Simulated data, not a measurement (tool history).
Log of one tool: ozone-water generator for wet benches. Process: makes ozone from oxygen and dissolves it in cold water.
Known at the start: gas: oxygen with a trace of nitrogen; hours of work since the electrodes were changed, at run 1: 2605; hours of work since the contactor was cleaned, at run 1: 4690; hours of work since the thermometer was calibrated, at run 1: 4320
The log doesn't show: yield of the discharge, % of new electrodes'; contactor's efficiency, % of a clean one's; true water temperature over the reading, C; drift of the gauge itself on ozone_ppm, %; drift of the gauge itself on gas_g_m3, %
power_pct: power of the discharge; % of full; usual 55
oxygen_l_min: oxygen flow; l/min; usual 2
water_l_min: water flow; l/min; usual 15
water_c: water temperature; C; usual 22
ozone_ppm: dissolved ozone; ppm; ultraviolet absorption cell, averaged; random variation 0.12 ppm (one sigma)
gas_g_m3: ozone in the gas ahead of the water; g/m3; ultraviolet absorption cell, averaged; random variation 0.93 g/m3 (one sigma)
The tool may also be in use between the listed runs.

| run | hour | power_pct | oxygen_l_min | water_l_min | water_c | hours of work since the electrodes were changed | hours of work since the contactor was cleaned | hours of work since the thermometer was calibrated | ozone_ppm | gas_g_m3 |
|---|---|---|---|---|---|---|---|---|---|---|
| 1 | 0 | 55 | 2 | 15 | 22 | 2605 | 4690 | 4320 | 10.8 | 147.8 |
| 2 | 147.1 | 55 | 2 | 15 | 22 | 2697 | 4781 | 4412 | 11 | 146.8 |
| 3 | 347.3 | 55 | 1.75 | 15 | 22 | 2821 | 4906 | 4537 | 10.5 | 156 |
| 4 | 449 | 48 | 2 | 15 | 22 | 2885 | 4969 | 4600 | 9.5 | 131.7 |
|  | 595.2 | contactor cleaned |
| 5 | 637.5 | 48 | 2 | 15 | 22 | 3000 | 26 | 4715 | 9.1 | 129.5 |
| 6 | 847.8 | 48 | 2 | 15 | 22 | 3130 | 157 | 4846 | 9 | 130.6 |
| 7 | 993 | 55 | 2 | 23 | 22 | 3221 | 248 | 4936 | 6.5 | 146.3 |
| 8 | 1149.5 | 55 | 2 | 15 | 22 | 3318 | 345 | 5033 | 10.3 | 146.1 |
| 9 | 1363.9 | 55 | 2 | 15 | 22 | 3452 | 478 | 5167 | 10.1 | 146.7 |
| 10 | 1504.2 | 55 | 2 | 15 | 22 | 3539 | 566 | 5254 | 10.4 | 146.5 |
| 11 | 1698.1 | 55 | 2 | 15 | 22 | 3660 | 686 | 5375 | 10.2 | 144.8 |
|  | 1861.3 | water thermometer calibrated |
| 12 | 1912.1 | 55 | 2 | 15 | 22 | 3793 | 819 | 32 | 10.3 | 146.2 |
|  | 1962.3 | contactor cleaned, once more |
| 13 | 2093.1 | 55 | 2 | 15 | 22 | 3903 | 81 | 142 | 11.1 | 143.8 |
| 14 | 2220.1 | 55 | 2 | 15 | 22 | 3982 | 160 | 221 | 11 | 144.3 |
| 15 | 2420.7 | 55 | 2 | 15 | 22 | 4107 | 285 | 346 | 11.2 | 145.6 |
| 16 | 2631.6 | 55 | 2 | 21 | 22 | 4238 | 417 | 477 | 7.9 | 143.4 |
| 17 | 2859.1 | 55 | 2 | 21 | 22 | 4380 | 558 | 619 | 7.9 | 142.5 |
| 18 | 3005.9 | 55 | 1.16 | 12 | 22 | 4471 | 650 | 710 | 11.6 | 181.2 |
| 19 | 3155.3 | 55 | 2 | 13 | 20 | 4564 | 743 | 803 | 12.7 | 142.5 |
| 20 | 3372.6 | 58 | 1.59 | 15 | 22 | 4699 | 878 | 938 | 10.8 | 162.1 |
| 21 | 3511 | 58 | 2 | 15 | 20 | 4785 | 964 | 1024 | 11.4 | 149.2 |
| 22 | 3681.1 | 55 | 1.32 | 16 | 16 | 4891 | 1070 | 1130 | 9.4 | 169.1 |
| 23 | 3874.7 | 55 | 1.32 | 16 | 16 | 5012 | 1190 | 1251 | 9.4 | 167.5 |
| 24 | 3975.4 | 60 | 2.16 | 21 | 17 | 5074 | 1253 | 1313 | 8.8 | 146.7 |
| 25 | 4080 | 68 | 3.1 | 17 | 17 | 5139 | 1318 | 1379 | 13.5 | 139.1 |
| 26 | 4174.9 | 43 | 3.1 | 23 | 15 | 5199 | 1377 | 1438 | 6.9 | 95.5 |
| 27 | 4356.3 | 94 | 1.53 | 19 | 22 | 5311 | 1490 | 1550 | 11.8 | 242.6 |
| 28 | 4582.6 | 43 | 1.09 | 13 | 20 | 5452 | 1631 | 1691 | 8.6 | 148.9 |
| 29 | 4769.3 | 55 | 2.43 | 18 | 22 | 5569 | 1747 | 1808 | 9.3 | 125.9 |
| 30 | 4899.2 | 55 | 2 | 15 | 19 | 5649 | 1828 | 1888 | 10.7 | 139.2 |
| 31 | 5084.3 | 40 | 3.39 | 20 | 24 | 5765 | 1943 | 2004 | 6.6 | 86.8 |
| 32 | 5185.6 | 55 | 2.22 | 16 | 14 | 5828 | 2006 | 2067 | 10.9 | 132.3 |
| 33 | 5370.5 | 43 | 1.15 | 15 | 22 | 5943 | 2121 | 2182 | 7.5 | 143.9 |

4 ways to go on from here, each from the tool as it stands after run 33. What would each give?
| A | 5593.4 | 55 | 1.96 | 15 | 22 | 6081 | 2260 | 2321 | ? | ? |
| B | 5593.4 | 40 | 2 | 16 | 27 | 6081 | 2260 | 2321 | ? | ? |
| C | 5593.4 | 43 | 1.17 | 14 | 22 | 6081 | 2260 | 2321 | ? | ? |
| D | 5593.4 | 43 | 1.15 | 12 | 22 | 6081 | 2260 | 2321 | ? | ? |

| run | ozone_ppm | gas_g_m3 |
|---|---|---|
| A | 10.4 | 138.8 |
| B | 7.3 | 108.7 |
| C | 7.8 | 143.1 |
| D | 8.9 | 143.5 |
Without the tool's hidden state the same runs would have given:
| run | ozone_ppm | gas_g_m3 |
|---|---|---|
| A | 12.1 | 158.2 |
| B | 8.1 | 118.3 |
| C | 8.8 | 157.4 |
| D | 10 | 157.9 |

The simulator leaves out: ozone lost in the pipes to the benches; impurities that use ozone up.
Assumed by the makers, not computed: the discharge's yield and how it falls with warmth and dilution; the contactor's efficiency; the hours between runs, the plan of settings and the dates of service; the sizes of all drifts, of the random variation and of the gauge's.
